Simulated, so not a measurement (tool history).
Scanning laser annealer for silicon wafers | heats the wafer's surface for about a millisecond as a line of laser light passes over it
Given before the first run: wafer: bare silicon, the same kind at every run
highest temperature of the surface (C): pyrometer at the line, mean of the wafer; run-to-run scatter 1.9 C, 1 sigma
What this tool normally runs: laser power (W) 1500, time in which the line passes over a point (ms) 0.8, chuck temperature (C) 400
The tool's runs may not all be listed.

run   hour  laser power (W)  time in which the line passes over a point (ms)  chuck temperature (C)  highest temperature of the surface (C)
  1      0             1500                                              0.8                    400                                    1191
  2   23.3             1500                                              0.8                    400                                    1191
  3   38.4             1500                                              0.8                    400                                    1190
  4   54.5             1500                                            0.908                    400                                    1243
  5     65             1500                                              0.8                    400                                    1190
  6   88.2             1500                                              0.8                    368                                    1161
  7  108.3             1500                                              0.8                    400                                    1189
  8  126.8             1500                                              0.8                    400                                    1186
  9  140.2             1500                                              0.8                    400                                    1191
 10  158.3             1500                                              0.8                    400                                    1192
 11  178.5             1500                                              0.8                    400                                    1189
 12  194.8             1500                                            0.574                    400                                    1070
 13  208.8             1500                                            0.574                    400                                    1070
 14  226.1             1500                                            0.574                    400                                    1067
 15  241.1             1500                                            0.574                    400                                    1070
     244.9  -- window over the wafer cleaned
 16  256.5             1500                                            0.861                    400                                    1208
 17  269.2             1385                                            0.861                    400                                    1145
 18  285.2             1500                                              0.8                    434                                    1211
     296.2  -- window over the wafer cleaned, once more
 19  309.9             1526                                              0.8                    400                                    1212
 20    322             1500                                             0.77                    400                                    1188
 21  335.7             1500                                             0.77                    400                                    1183
 22  354.7             1504                                             0.77                    425                                    1211
 23  374.3             1504                                             0.77                    425                                    1214
 24  392.3             1610                                              0.8                    387                                    1239
 25  403.1             1360                                              0.8                    426                                    1151
 26  416.6             1360                                              0.8                    426                                    1151
 27  431.3             1444                                              0.8                    426                                    1193
 28  446.6             1467                                            0.877                    363                                    1179
 29  456.3             1290                                              0.8                    436                                    1127
 30  473.3             1290                                              0.8                    436                                    1126
 31  492.3             1276                                              0.8                    403                                    1081
 32  505.3             1500                                             0.72                    402                                    1157
 33  521.6             1500                                            0.938                    378                                    1238
 34  535.8             1500                                            0.737                    417                                    1177
 35  555.6             1495                                            0.952                    399                                    1255
 36    573             1532                                            0.952                    399                                    1282
 37  584.4             1640                                            0.641                    386                                    1164
 38  601.6             1310                                              0.8                    362                                    1058
 39  619.5             1500                                            0.671                    385                                    1113
 40  642.5             1575                                            0.684                    365                                    1138
 41  654.3             1372                                            0.739                    426                                    1125

Branching from run 41: 4 alternative next runs. What would each branch give?
  A  678.2             1505                                            0.592                    400                                       ?
  B  678.2             1458                                            0.928                    429                                       ?
  C  678.2             1372                                            0.739                    381                                       ?
  D  678.2             1347                                            0.997                    415                                       ?

run  highest temperature of the surface (C)
  A                                    1088
  B                                    1255
  C                                    1081
  D                                    1207
The same runs, with their run-to-run variation unchanged, on a tool lacking any hidden condition would have given:
run  highest temperature of the surface (C)
  A                                    1102
  B                                    1272
  C                                    1095
  D                                    1224

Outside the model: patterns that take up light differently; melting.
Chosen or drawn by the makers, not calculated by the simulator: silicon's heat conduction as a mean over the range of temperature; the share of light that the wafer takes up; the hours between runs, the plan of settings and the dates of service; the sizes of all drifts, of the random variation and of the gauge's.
